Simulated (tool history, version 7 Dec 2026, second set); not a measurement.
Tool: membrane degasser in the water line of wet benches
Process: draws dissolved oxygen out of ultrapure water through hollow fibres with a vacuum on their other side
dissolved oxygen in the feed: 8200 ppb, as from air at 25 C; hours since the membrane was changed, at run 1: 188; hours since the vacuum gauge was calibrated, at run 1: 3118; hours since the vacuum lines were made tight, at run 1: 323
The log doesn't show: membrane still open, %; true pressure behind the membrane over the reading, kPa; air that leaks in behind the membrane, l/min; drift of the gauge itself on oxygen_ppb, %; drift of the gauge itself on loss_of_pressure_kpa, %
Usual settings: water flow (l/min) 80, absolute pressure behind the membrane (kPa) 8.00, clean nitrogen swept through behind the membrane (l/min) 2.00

run,day,water flow (l/min),absolute pressure behind the membrane (kPa),clean nitrogen swept through behind the membrane (l/min),hours since the membrane was changed,hours since the vacuum gauge was calibrated,hours since the vacuum lines were made tight,dissolved oxygen in the water behind the degasser (ppb),pressure that the water loses in the fibres (kPa)
1,0.000,80,8.00,2.00,188,3118,323,381.1,38.92
2,3.092,80,8.00,2.00,262,3192,397,378.4,39.04
3,5.638,80,8.00,2.00,323,3253,458,381.4,38.89
4,8.221,80,8.00,2.00,385,3315,520,379.6,38.93
5,10.296,80,8.00,2.00,435,3365,570,381.7,38.80
6,13.404,80,8.00,2.00,509,3439,645,380.2,38.74
7,15.754,80,8.00,4.64,566,3496,701,190.4,38.82
8,18.788,80,15.23,2.00,639,3568,774,890.8,39.20
9,21.400,80,7.82,2.00,701,3631,837,368.2,38.90
10,24.646,80,8.00,2.00,779,3709,915,381.8,39.17
11,26.504,80,8.00,2.00,824,3754,959,379.3,38.92
12,29.167,59,8.00,2.00,888,3818,1023,295.0,28.68
13,30.525,59,8.00,2.00,920,3850,1056,295.9,28.74
14,32.646,107,8.00,2.00,971,3901,1107,491.9,52.34
15,35.750,80,13.03,2.00,1046,3976,1181,740.6,39.08
16,38.992,80,13.03,2.00,1123,4053,1259,742.3,39.16
# day 39.321: vacuum gauge calibrated
17,40.800,80,5.53,1.63,1166,36,1302,230.1,39.13
18,43.554,80,5.53,1.63,1233,102,1368,230.3,39.19
19,45.275,49,8.00,3.13,1274,143,1409,175.5,23.79
20,47.500,49,8.00,3.13,1327,196,1463,174.2,23.91
# day 47.992: vacuum gauge calibrated, once more
21,49.088,49,8.00,3.13,1365,26,1500,170.5,23.51
22,50.646,49,8.00,3.13,1402,64,1538,169.2,23.97
23,52.021,84,8.48,1.52,1435,97,1571,526.5,41.32
24,55.183,65,6.30,5.25,1511,173,1646,92.0,31.64
25,57.617,104,5.47,1.89,1569,231,1705,252.5,51.13
26,60.442,92,6.53,5.45,1637,299,1773,138.7,45.15
27,62.425,61,5.84,5.08,1685,346,1820,75.7,30.08
28,65.754,105,17.79,1.23,1765,426,1900,1756.8,51.16
29,67.558,105,17.79,1.23,1808,470,1943,1751.1,51.23
30,69.575,74,19.57,2.00,1856,518,1992,1103.5,36.02
31,72.275,74,16.35,2.00,1921,583,2057,906.9,36.33

Some steps in dissolved oxygen in the water behind the degasser (ppb) between neighbouring runs. How much of each would the tool show without its hidden state too (settings, what came in, random variation), and how much is left for the hidden state, with any gauge scatter that isn't in both results?
Run 7 -> 8: absolute pressure behind the membrane (kPa) 8.00 -> 15.23, clean nitrogen swept through behind the membrane (l/min) 4.64 -> 2.00. dissolved oxygen in the water behind the degasser (ppb) +700.4: hidden state +2.6, all else +697.8.
Run 16 -> 17: absolute pressure behind the membrane (kPa) 13.03 -> 5.53, clean nitrogen swept through behind the membrane (l/min) 2.00 -> 1.63, vacuum gauge calibrated. dissolved oxygen in the water behind the degasser (ppb) -512.2: hidden state +5.0, all else -517.2.
Run 18 -> 19: water flow (l/min) 80 -> 49, absolute pressure behind the membrane (kPa) 5.53 -> 8.00, clean nitrogen swept through behind the membrane (l/min) 1.63 -> 3.13. dissolved oxygen in the water behind the degasser (ppb) -54.8: hidden state -7.2, all else -47.6.
Run 24 -> 25: water flow (l/min) 65 -> 104, absolute pressure behind the membrane (kPa) 6.30 -> 5.47, clean nitrogen swept through behind the membrane (l/min) 5.25 -> 1.89. dissolved oxygen in the water behind the degasser (ppb) +160.5: hidden state +4.2, all else +156.3.
Run 27 -> 28: water flow (l/min) 61 -> 105, absolute pressure behind the membrane (kPa) 5.84 -> 17.79, clean nitrogen swept through behind the membrane (l/min) 5.08 -> 1.23. dissolved oxygen in the water behind the degasser (ppb) +1681.1: hidden state +3.6, all else +1677.5.
Run 29 -> 30: water flow (l/min) 105 -> 74, absolute pressure behind the membrane (kPa) 17.79 -> 19.57, clean nitrogen swept through behind the membrane (l/min) 1.23 -> 2.00. dissolved oxygen in the water behind the degasser (ppb) -647.6: hidden state -1.4, all else -646.2.
